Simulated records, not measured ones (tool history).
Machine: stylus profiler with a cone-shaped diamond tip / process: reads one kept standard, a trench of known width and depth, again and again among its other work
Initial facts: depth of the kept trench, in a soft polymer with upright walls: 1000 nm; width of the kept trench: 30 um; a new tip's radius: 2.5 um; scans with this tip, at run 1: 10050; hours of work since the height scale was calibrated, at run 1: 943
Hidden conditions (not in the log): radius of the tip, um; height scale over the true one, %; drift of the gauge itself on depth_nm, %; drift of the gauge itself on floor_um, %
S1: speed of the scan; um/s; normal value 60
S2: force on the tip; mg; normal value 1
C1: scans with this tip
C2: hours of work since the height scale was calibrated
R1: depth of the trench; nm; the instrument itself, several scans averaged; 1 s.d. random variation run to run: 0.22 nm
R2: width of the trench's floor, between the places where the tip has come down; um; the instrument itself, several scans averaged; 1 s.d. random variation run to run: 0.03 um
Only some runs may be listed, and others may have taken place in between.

run	hour	S1	S2	C1	C2	R1	R2
1	0	60	1	10050	943	1006.73	23.58
2	33.1	60	1	10298	967	1006.56	23.61
3	86	60	1	10695	1004	1006.66	23.47
4	136	60	1	11070	1039	1006.68	23.44
5	176.7	60	1	11375	1068	1007.08	23.42
6	219	60	1	11692	1098	1006.5	23.4
7	278.1	60	2.45	12136	1139	1010.15	23.5
# hour 284.6: height scale calibrated on a step standard
8	345.8	28	1.06	12640	43	1008.99	23.47
9	406.4	43	0.35	13094	86	1006.62	23.07
10	479.7	81	1	13644	137	1009.07	23.01
11	521.9	81	2.71	13960	167	1012.8	23.16
# hour 541.2: height scale calibrated on a step standard, once more
12	584.4	115	1.26	14425	30	1004.76	22.67
13	636.1	115	1.26	14813	67	1005.35	22.63

Each run again, without the hidden state but with its own random variation kept:
run	R1	R2
1	1004.47	25.49
2	1004.23	25.57
3	1004.24	25.49
4	1004.17	25.51
5	1004.49	25.53
6	1003.84	25.56
7	1007.37	25.72
8	1004.58	25.76
9	1002.13	25.43
10	1004.44	25.44
11	1008.09	25.64
12	1004.64	25.21
13	1005.13	25.23
